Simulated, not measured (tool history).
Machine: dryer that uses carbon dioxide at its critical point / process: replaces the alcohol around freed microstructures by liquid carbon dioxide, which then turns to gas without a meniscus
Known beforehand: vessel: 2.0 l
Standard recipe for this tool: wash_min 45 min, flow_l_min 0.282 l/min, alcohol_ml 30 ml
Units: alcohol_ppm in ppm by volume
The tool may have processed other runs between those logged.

run	day	wash_min	flow_l_min	alcohol_ml	alcohol_ppm
1	0	45	0.282	30	160
2	0.342	45	0.282	30	160
3	0.825	45	0.282	30	157
4	1.167	45	0.282	30	171
5	1.662	45	0.282	30	162
6	1.921	45	0.282	30	165
7	2.262	45	0.282	30	172
8	2.683	45	0.282	30	178
# day 3.158: inlet filter changed
9	3.221	45	0.282	30	146
10	3.5	45	0.282	30	146
11	3.804	45	0.282	26	129
12	4.329	45	0.324	26	105
13	4.562	45	0.324	26	116
14	5.083	45	0.324	26	109
15	5.467	45	0.324	26	105
16	5.979	45	0.324	26	119
17	6.383	45	0.324	26	118
18	6.771	45	0.191	30	509
19	7.212	45	0.191	30	519
20	7.583	45	0.428	30	98
21	7.929	45	0.428	30	113
22	8.204	45	0.428	30	109
23	8.529	45	0.428	30	107
24	8.854	45	0.428	30	111
25	9.079	36	0.287	61	557
26	9.525	50	0.237	90	453
27	9.983	45	0.311	109	294
28	10.217	45	0.311	109	293
29	10.667	45	0.333	26	146
30	11.171	45	0.333	26	150
31	11.621	45	0.333	26	138
32	11.933	45	0.333	26	152
33	12.45	45	0.333	26	155
34	12.988	28	0.333	27	442
35	13.4	28	0.333	27	442
36	13.721	57	0.396	50	133
37	13.962	29	0.282	28	655
38	14.462	33	0.202	30	1156
39	14.762	33	0.311	51	557

Expected results for the next run?
40	15.1	30	0.174	96	?

Run 40 gave alcohol_ppm 5858 ppm by volume.
On a tool with no hidden condition, and with the same random variation, this run would have come out at alcohol_ppm 5260 ppm by volume.
